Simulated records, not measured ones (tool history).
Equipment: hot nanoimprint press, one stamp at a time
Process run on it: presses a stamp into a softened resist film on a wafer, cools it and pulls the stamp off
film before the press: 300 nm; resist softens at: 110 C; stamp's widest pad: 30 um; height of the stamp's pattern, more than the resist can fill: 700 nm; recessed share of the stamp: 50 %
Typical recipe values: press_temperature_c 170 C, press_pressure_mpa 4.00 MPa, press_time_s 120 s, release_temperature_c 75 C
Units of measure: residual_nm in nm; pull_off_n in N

| run | hour | press_temperature_c | press_pressure_mpa | press_time_s | release_temperature_c | residual_nm | pull_off_n |
|---|---|---|---|---|---|---|---|
| 1 | 0.0 | 170 | 4.00 | 120 | 75 | 129.1 | 195 |
| 2 | 17.7 | 170 | 4.00 | 120 | 75 | 129.7 | 193 |
| 3 | 48.7 | 170 | 4.00 | 120 | 75 | 127.5 | 202 |
| 4 | 70.6 | 170 | 4.00 | 120 | 74 | 128.4 | 202 |
|  | 89.2 | stamp cleaned and given a new release coat |
| 5 | 100.7 | 170 | 4.00 | 120 | 75 | 127.8 | 181 |
| 6 | 127.2 | 169 | 4.00 | 120 | 75 | 136.4 | 184 |
| 7 | 159.9 | 169 | 4.00 | 120 | 75 | 136.1 | 186 |
| 8 | 182.5 | 169 | 4.00 | 120 | 75 | 135.3 | 186 |
| 9 | 211.2 | 169 | 4.00 | 120 | 75 | 135.9 | 185 |
| 10 | 232.2 | 169 | 4.00 | 120 | 75 | 136.1 | 190 |
| 11 | 261.4 | 169 | 4.00 | 120 | 75 | 134.3 | 190 |
| 12 | 294.7 | 170 | 4.00 | 120 | 75 | 127.4 | 192 |
| 13 | 319.4 | 170 | 4.00 | 120 | 75 | 127.0 | 195 |
| 14 | 347.1 | 170 | 4.00 | 69 | 73 | 153.9 | 201 |
| 15 | 361.3 | 178 | 4.00 | 189 | 75 | 64.2 | 196 |
|  | 366.3 | plate thermocouple calibrated |
| 16 | 397.2 | 178 | 4.00 | 189 | 75 | 63.9 | 197 |
| 17 | 411.9 | 180 | 2.98 | 223 | 65 | 61.8 | 214 |
| 18 | 434.8 | 180 | 2.98 | 223 | 65 | 61.7 | 219 |
|  | 465.1 | stamp cleaned and given a new release coat |
| 19 | 475.1 | 180 | 2.98 | 98 | 74 | 86.4 | 182 |
| 20 | 494.2 | 168 | 5.92 | 66 | 69 | 145.6 | 187 |
| 21 | 520.2 | 168 | 3.43 | 217 | 72 | 121.8 | 185 |
|  | 540.1 | plate thermocouple calibrated, once more |
| 22 | 540.1 | 168 | 3.43 | 217 | 72 | 126.9 | 190 |
| 23 | 557.2 | 168 | 3.43 | 217 | 72 | 126.9 | 191 |
| 24 | 591.2 | 168 | 3.43 | 217 | 72 | 125.5 | 190 |

3 options for the next run, each taken on its own from the tool as it stands now. Forecast them:
| A | 617.6 | 170 | 2.62 | 120 | 82 | ? | ? |
| B | 617.6 | 170 | 3.10 | 120 | 75 | ? | ? |
| C | 617.6 | 168 | 5.66 | 217 | 72 | ? | ? |

| run | residual_nm | pull_off_n |
|---|---|---|
| A | 157.8 | 178 |
| B | 145.2 | 187 |
| C | 99.3 | 194 |
With no hidden state in the tool, these same runs would have given:
| run | residual_nm | pull_off_n |
|---|---|---|
| A | 156.6 | 170 |
| B | 143.8 | 178 |
| C | 97.1 | 185 |
